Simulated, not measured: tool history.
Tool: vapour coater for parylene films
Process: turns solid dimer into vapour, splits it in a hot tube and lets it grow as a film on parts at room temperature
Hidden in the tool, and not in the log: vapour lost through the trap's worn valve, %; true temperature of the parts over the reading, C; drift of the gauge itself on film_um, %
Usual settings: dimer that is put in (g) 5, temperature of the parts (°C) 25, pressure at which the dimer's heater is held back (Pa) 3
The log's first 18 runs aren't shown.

| run | hour | dimer that is put in (g) | temperature of the parts (°C) | pressure at which the dimer's heater is held back (Pa) | hours of work since the trap's valve was overhauled | hours of work since the table's thermometer was calibrated | thickness of the film (um) |
|---|---|---|---|---|---|---|---|
| 19 | 303.6 | 5 | 25 | 6.84 | 334 | 615 | 2.9 |
| 20 | 315.2 | 6 | 31 | 5.08 | 342 | 623 | 2.99 |
| 21 | 333.6 | 2 | 27 | 7.53 | 356 | 637 | 1.11 |
| 22 | 345.9 | 9 | 31 | 6.61 | 365 | 646 | 4.37 |
| 23 | 366.5 | 4 | 17 | 3 | 381 | 662 | 3.32 |
|  | 386.3 | trap's valve overhauled |
| 24 | 391.8 | 2 | 25 | 3.11 | 4 | 678 | 1.43 |
| 25 | 412.7 | 2 | 25 | 3.11 | 20 | 693 | 1.41 |
| 26 | 425.4 | 5 | 25 | 11.69 | 29 | 703 | 2.95 |
| 27 | 446.7 | 7 | 25 | 3.55 | 45 | 719 | 4.85 |
| 28 | 462.2 | 7 | 25 | 3.55 | 57 | 730 | 4.75 |
| 29 | 473.2 | 7 | 28 | 8.54 | 65 | 739 | 3.86 |
| 30 | 485.9 | 4 | 25 | 3 | 75 | 748 | 2.76 |
| 31 | 500.7 | 4 | 28 | 5.81 | 86 | 759 | 2.27 |

Forecast each of these 5 alternatives for the next run:
| A | 516.7 | 3 | 33 | 9.42 | 98 | 771 | ? |
| B | 516.7 | 5 | 28 | 5.81 | 98 | 771 | ? |
| C | 516.7 | 9 | 25 | 3 | 98 | 771 | ? |
| D | 516.7 | 4 | 32 | 2.47 | 98 | 771 | ? |
| E | 516.7 | 5 | 19 | 5.81 | 98 | 771 | ? |

| run | thickness of the film (um) |
|---|---|
| A | 1.37 |
| B | 2.89 |
| C | 6.13 |
| D | 2.23 |
| E | 3.83 |
Without the tool's hidden state the same runs would have given:
| run | thickness of the film (um) |
|---|---|
| A | 1.45 |
| B | 3.04 |
| C | 6.45 |
| D | 2.35 |
| E | 4.03 |

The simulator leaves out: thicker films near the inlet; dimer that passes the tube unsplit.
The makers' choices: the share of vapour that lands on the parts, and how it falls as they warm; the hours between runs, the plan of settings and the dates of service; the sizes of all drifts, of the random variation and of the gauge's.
